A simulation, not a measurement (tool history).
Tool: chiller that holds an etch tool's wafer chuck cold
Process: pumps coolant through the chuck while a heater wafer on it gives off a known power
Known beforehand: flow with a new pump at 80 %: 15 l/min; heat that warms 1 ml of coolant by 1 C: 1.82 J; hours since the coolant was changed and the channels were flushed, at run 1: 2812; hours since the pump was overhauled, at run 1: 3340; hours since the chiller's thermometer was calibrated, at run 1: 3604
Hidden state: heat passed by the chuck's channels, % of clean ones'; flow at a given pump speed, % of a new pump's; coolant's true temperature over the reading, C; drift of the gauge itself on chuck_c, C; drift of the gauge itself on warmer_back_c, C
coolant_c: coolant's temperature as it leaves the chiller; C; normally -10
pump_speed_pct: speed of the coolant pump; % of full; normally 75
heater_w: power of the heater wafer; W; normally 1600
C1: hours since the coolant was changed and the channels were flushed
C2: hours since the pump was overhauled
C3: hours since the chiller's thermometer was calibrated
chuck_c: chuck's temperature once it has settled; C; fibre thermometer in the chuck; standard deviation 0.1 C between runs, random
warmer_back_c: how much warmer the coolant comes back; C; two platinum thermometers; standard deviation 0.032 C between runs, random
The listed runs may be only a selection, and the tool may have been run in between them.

Run 1, hour 0: usual settings; C1 2812; C2 3340; C3 3604. Result: chuck_c 5.9 C, warmer_back_c 4 C.
Run 2, hour 120.5: usual settings; C1 2932; C2 3461; C3 3725. Result: chuck_c 6 C, warmer_back_c 3.98 C.
Run 3, hour 314.4: usual settings; C1 3126; C2 3655; C3 3919. Result: chuck_c 6 C, warmer_back_c 3.97 C.
At hour 390.6: chiller's thermometer calibrated.
Run 4, hour 498.6: usual settings; C1 3309; C2 3838; C3 108. Result: chuck_c 6.5 C, warmer_back_c 4.04 C.
Run 5, hour 682.7: usual settings; C1 3493; C2 4022; C3 292. Result: chuck_c 6.7 C, warmer_back_c 4.04 C.
Run 6, hour 871.4: usual settings; C1 3682; C2 4210; C3 481. Result: chuck_c 6.7 C, warmer_back_c 4.07 C.
Run 7, hour 957.4: usual settings but pump_speed_pct 94 % of full; C1 3768; C2 4297; C3 567. Result: chuck_c 4.3 C, warmer_back_c 3.16 C.
Run 8, hour 1040.8: usual settings but pump_speed_pct 94 % of full; C1 3851; C2 4380; C3 650. Result: chuck_c 4.2 C, warmer_back_c 3.13 C.
Run 9, hour 1139.6: usual settings but pump_speed_pct 94 % of full; C1 3950; C2 4479; C3 749. Result: chuck_c 4.5 C, warmer_back_c 3.2 C.
Run 10, hour 1231.9: usual settings but pump_speed_pct 93 % of full; C1 4042; C2 4571; C3 841. Result: chuck_c 4.7 C, warmer_back_c 3.27 C.
Run 11, hour 1429.9: usual settings; C1 4240; C2 4769; C3 1039. Result: chuck_c 7.1 C, warmer_back_c 4.09 C.
Run 12, hour 1540.5: usual settings; C1 4351; C2 4880; C3 1150. Result: chuck_c 7 C, warmer_back_c 4.07 C.
Run 13, hour 1679.8: usual settings but heater_w 1054 W; C1 4490; C2 5019; C3 1289. Result: chuck_c 1.2 C, warmer_back_c 2.71 C.
Run 14, hour 1846.4: usual settings but heater_w 1054 W; C1 4657; C2 5186; C3 1456. Result: chuck_c 1.4 C, warmer_back_c 2.71 C.
Run 15, hour 2021.9: usual settings but heater_w 1054 W; C1 4832; C2 5361; C3 1631. Result: chuck_c 1.5 C, warmer_back_c 2.75 C.
Run 16, hour 2213.3: usual settings but heater_w 1054 W; C1 5024; C2 5552; C3 1823. Result: chuck_c 1.3 C, warmer_back_c 2.73 C.
Run 17, hour 2354.3: usual settings but coolant_c -4 C, pump_speed_pct 66 % of full, heater_w 1438 W; C1 5165; C2 5693; C3 1964. Result: chuck_c 13.2 C, warmer_back_c 4.26 C.
Run 18, hour 2440.7: usual settings but coolant_c -3 C, heater_w 1766 W; C1 5251; C2 5780; C3 2050. Result: chuck_c 16.5 C, warmer_back_c 4.61 C.
Run 19, hour 2572.7: usual settings but coolant_c -6 C, pump_speed_pct 66 % of full, heater_w 1766 W; C1 5383; C2 5912; C3 2182. Result: chuck_c 15.4 C, warmer_back_c 5.25 C.
Run 20, hour 2687.9: usual settings but coolant_c -6 C, pump_speed_pct 66 % of full, heater_w 1766 W; C1 5498; C2 6027; C3 2297. Result: chuck_c 15.6 C, warmer_back_c 5.26 C.
Run 21, hour 2850.3: usual settings but heater_w 1129 W; C1 5661; C2 6189; C3 2460. Result: chuck_c 2.6 C, warmer_back_c 3.02 C.
Run 22, hour 2966.7: usual settings but coolant_c -11 C; C1 5777; C2 6306; C3 2576. Result: chuck_c 7.1 C, warmer_back_c 4.21 C.
Run 23, hour 3153.4: usual settings but coolant_c -11 C; C1 5964; C2 6492; C3 2763. Result: chuck_c 7.1 C, warmer_back_c 4.17 C.
Run 24, hour 3332.6: usual settings but heater_w 1590 W; C1 6143; C2 6672; C3 2942. Result: chuck_c 7.9 C, warmer_back_c 4.14 C.
Run 25, hour 3495.1: usual settings but heater_w 1590 W; C1 6306; C2 6834; C3 3105. Result: chuck_c 8.1 C, warmer_back_c 4.27 C.
Run 26, hour 3642.8: usual settings but coolant_c 0 C, heater_w 990 W; C1 6453; C2 6982; C3 3252. Result: chuck_c 11.2 C, warmer_back_c 2.69 C.
Run 27, hour 3759.8: usual settings but coolant_c -4 C, pump_speed_pct 82 % of full, heater_w 1877 W; C1 6570; C2 7099; C3 3369. Result: chuck_c 16.4 C, warmer_back_c 4.53 C.
Run 28, hour 3944.5: usual settings but coolant_c -14 C, pump_speed_pct 97 % of full; C1 6755; C2 7284; C3 3554. Result: chuck_c 1.5 C, warmer_back_c 3.2 C.
Run 29, hour 4116: usual settings but coolant_c -14 C, pump_speed_pct 91 % of full, heater_w 1252 W; C1 6926; C2 7455; C3 3725. Result: chuck_c -1.2 C, warmer_back_c 2.74 C.
Run 30, hour 4272.7: usual settings but coolant_c -1 C, pump_speed_pct 85 % of full, heater_w 1493 W; C1 7083; C2 7612; C3 3882. Result: chuck_c 14.9 C, warmer_back_c 3.49 C.
At hour 4381.1: chiller's thermometer calibrated.
Run 31, hour 4422.6: usual settings but coolant_c -13 C, pump_speed_pct 94 % of full, heater_w 1164 W; C1 7232; C2 7761; C3 41. Result: chuck_c -0.9 C, warmer_back_c 2.47 C.

Same runs, no hidden state in the tool, same run-to-run variation:
run  chuck_c  warmer_back_c
  1      4.6           3.78
  2      4.7           3.76
  3      4.6           3.73
  4      4.6           3.79
  5      4.6           3.78
  6      4.5            3.8
  7      2.4           2.94
  8      2.2            2.9
  9      2.5           2.97
 10      2.6           3.03
 11      4.6           3.78
 12      4.5           3.74
 13     -0.5           2.49
 14     -0.4           2.49
 15     -0.3           2.52
 16     -0.6           2.49
 17     10.3           3.87
 18     13.1           4.18
 19     11.6           4.75
 20     11.7           4.74
 21      0.4           2.73
 22      3.7           3.78
 23      3.6           3.73
 24      4.4           3.69
 25      4.4            3.8
 26        9            2.4
 27     12.1           4.01
 28     -1.8           2.82
 29       -4           2.41
 30     11.3           3.06
 31     -3.9           2.16
